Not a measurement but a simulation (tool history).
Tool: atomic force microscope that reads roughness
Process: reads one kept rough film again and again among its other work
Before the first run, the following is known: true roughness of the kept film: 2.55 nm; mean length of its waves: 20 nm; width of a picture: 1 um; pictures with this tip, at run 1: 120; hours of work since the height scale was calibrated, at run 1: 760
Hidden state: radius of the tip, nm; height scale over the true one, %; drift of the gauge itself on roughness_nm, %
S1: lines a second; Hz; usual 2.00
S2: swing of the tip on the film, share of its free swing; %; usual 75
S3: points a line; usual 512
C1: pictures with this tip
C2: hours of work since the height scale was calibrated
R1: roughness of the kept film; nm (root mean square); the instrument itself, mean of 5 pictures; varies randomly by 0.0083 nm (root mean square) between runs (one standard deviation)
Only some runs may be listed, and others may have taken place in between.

| run | hour | S1 | S2 | S3 | C1 | C2 | R1 |
|---|---|---|---|---|---|---|---|
| 1 | 0.0 | 2.00 | 75 | 512 | 120 | 760 | 1.329 |
|  | 19.7 | new tip fitted |
| 2 | 43.3 | 2.00 | 75 | 512 | 47 | 785 | 1.565 |
| 3 | 75.1 | 2.00 | 75 | 512 | 109 | 803 | 1.389 |
|  | 101.0 | new tip fitted |
| 4 | 117.2 | 2.00 | 75 | 512 | 32 | 828 | 1.623 |
| 5 | 155.7 | 2.00 | 75 | 512 | 108 | 851 | 1.398 |
| 6 | 174.9 | 2.00 | 75 | 512 | 145 | 862 | 1.302 |
|  | 181.8 | new tip fitted |
| 7 | 211.5 | 2.00 | 75 | 512 | 58 | 883 | 1.552 |
| 8 | 246.7 | 2.00 | 77 | 512 | 126 | 904 | 1.324 |
|  | 262.4 | new tip fitted |
| 9 | 271.1 | 2.00 | 77 | 512 | 17 | 918 | 1.673 |
| 10 | 295.7 | 2.00 | 77 | 512 | 65 | 932 | 1.495 |
| 11 | 334.4 | 0.65 | 69 | 700 | 141 | 955 | 1.404 |
|  | 343.2 | new tip fitted |
| 12 | 354.9 | 1.61 | 75 | 631 | 23 | 967 | 1.742 |
| 13 | 382.1 | 1.61 | 75 | 631 | 77 | 983 | 1.521 |
| 14 | 412.8 | 2.71 | 75 | 631 | 136 | 1001 | 1.279 |

Run 15 has not been measured yet. What should we expect?
|  | 424.0 | new tip fitted |
| 15 | 458.5 | 0.97 | 77 | 616 | 67 | 1027 | ? |

Run 15 came out at R1 1.551 nm (root mean square).
With no hidden state in the tool, this same run would have given R1 1.909 nm (root mean square).
